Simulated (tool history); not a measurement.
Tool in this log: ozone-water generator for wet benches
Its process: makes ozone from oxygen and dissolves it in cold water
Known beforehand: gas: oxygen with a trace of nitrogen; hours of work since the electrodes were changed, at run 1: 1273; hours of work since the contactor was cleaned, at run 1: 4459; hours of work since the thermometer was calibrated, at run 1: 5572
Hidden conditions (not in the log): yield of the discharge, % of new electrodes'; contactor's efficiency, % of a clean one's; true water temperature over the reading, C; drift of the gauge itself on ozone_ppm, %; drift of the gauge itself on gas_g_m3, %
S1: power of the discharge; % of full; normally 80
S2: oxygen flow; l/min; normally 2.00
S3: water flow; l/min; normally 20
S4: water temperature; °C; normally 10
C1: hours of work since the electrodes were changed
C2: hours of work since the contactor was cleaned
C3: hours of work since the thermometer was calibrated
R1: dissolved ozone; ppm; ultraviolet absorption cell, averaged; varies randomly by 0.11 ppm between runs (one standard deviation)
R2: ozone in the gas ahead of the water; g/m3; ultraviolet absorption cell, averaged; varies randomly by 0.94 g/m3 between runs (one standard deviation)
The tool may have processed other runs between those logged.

run,day,S1,S2,S3,S4,C1,C2,C3,R1,R2
1,0.000,80,2.00,20,10,1273,4459,5572,8.9,158.7
2,1.217,80,2.00,20,10,1301,4486,5600,8.8,157.9
3,3.329,80,2.00,20,10,1349,4535,5648,9.0,155.4
4,5.117,80,2.00,20,10,1389,4575,5689,8.9,156.1
5,7.279,80,2.00,20,10,1439,4624,5738,8.9,157.4
6,8.667,80,2.00,20,8,1470,4656,5770,9.1,157.4
# day 9.012: contactor cleaned
# day 9.033: water thermometer calibrated
7,10.142,80,2.00,20,8,1499,25,25,8.8,157.6
8,11.696,80,1.01,20,9,1535,61,61,6.5,206.3
9,13.912,57,1.06,13,14,1585,111,111,9.0,167.3
10,15.825,80,1.09,20,10,1629,155,155,6.7,201.5
11,16.867,55,1.06,23,10,1652,178,178,4.5,161.5

Here are 4 independent what-if runs from the current tool condition. What would each one return?
A,18.758,80,2.00,26,10,1695,221,221,?,?
B,18.758,55,1.06,32,9,1695,221,221,?,?
C,18.758,80,1.77,20,10,1695,221,221,?,?
D,18.758,80,1.73,20,14,1695,221,221,?,?

run,R1,R2
A,6.4,155.1
B,2.6,162.1
C,8.4,164.9
D,8.2,165.1
With no hidden state in the tool, these same runs would have given:
run,R1,R2
A,7.0,158.4
B,2.9,164.9
C,9.0,168.4
D,8.8,168.6

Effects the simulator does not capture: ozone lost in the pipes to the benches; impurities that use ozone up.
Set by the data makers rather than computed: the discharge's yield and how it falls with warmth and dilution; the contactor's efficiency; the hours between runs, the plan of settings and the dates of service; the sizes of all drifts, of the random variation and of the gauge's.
